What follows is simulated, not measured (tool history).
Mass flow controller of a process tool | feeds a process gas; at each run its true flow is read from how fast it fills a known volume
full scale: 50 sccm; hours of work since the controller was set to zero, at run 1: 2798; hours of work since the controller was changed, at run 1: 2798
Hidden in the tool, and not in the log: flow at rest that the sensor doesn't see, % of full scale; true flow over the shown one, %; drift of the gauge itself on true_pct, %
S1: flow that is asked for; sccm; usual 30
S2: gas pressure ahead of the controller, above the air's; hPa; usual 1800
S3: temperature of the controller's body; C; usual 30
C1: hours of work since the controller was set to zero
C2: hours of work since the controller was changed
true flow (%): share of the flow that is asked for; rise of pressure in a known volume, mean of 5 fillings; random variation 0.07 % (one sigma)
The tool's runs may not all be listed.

run 1 day=0.000 | S1=30 S2=1800 S3=30 | C1=2798 C2=2798 | true_flow_(%)=97.46
run 2 day=5.250 | S1=30 S2=1800 S3=30 | C1=2857 C2=2857 | true_flow_(%)=97.49
run 3 day=13.371 | S1=30 S2=1800 S3=26 | C1=2947 C2=2947 | true_flow_(%)=97.51
run 4 day=19.362 | S1=5 S2=1800 S3=30 | C1=3014 C2=3014 | true_flow_(%)=98.04
run 5 day=28.125 | S1=30 S2=2080 S3=30 | C1=3111 C2=3111 | true_flow_(%)=97.14
run 6 day=33.700 | S1=30 S2=1700 S3=30 | C1=3173 C2=3173 | true_flow_(%)=97.34
run 7 day=39.033 | S1=30 S2=1700 S3=30 | C1=3232 C2=3232 | true_flow_(%)=97.29
run 8 day=42.792 | S1=30 S2=1800 S3=30 | C1=3274 C2=3274 | true_flow_(%)=97.24
run 9 day=49.100 | S1=30 S2=1800 S3=30 | C1=3344 C2=3344 | true_flow_(%)=97.07
run 10 day=57.550 | S1=30 S2=1960 S3=25 | C1=3438 C2=3438 | true_flow_(%)=97.15
run 11 day=62.517 | S1=30 S2=1870 S3=21 | C1=3493 C2=3493 | true_flow_(%)=97.37
run 12 day=67.008 | S1=30 S2=1870 S3=21 | C1=3543 C2=3543 | true_flow_(%)=97.23
run 13 day=73.362 | S1=44 S2=1800 S3=37 | C1=3614 C2=3614 | true_flow_(%)=97.82
run 14 day=77.554 | S1=21 S2=2480 S3=34 | C1=3661 C2=3661 | true_flow_(%)=96.24
run 15 day=82.567 | S1=35 S2=1800 S3=30 | C1=3716 C2=3716 | true_flow_(%)=97.12

Forecast each of these 3 alternatives for the next run:
run A day=87.954 | S1=36 S2=1900 S3=22 | C1=3776 C2=3776 | true_flow_(%)=?
run B day=87.954 | S1=30 S2=1470 S3=30 | C1=3776 C2=3776 | true_flow_(%)=?
run C day=87.954 | S1=9 S2=1800 S3=30 | C1=3776 C2=3776 | true_flow_(%)=?

run=A true_flow_(%)=97.46
run=B true_flow_(%)=97.16
run=C true_flow_(%)=96.91
Without the tool's hidden state the same runs would have given:
run=A true_flow_(%)=99.33
run=B true_flow_(%)=98.93
run=C true_flow_(%)=97.41
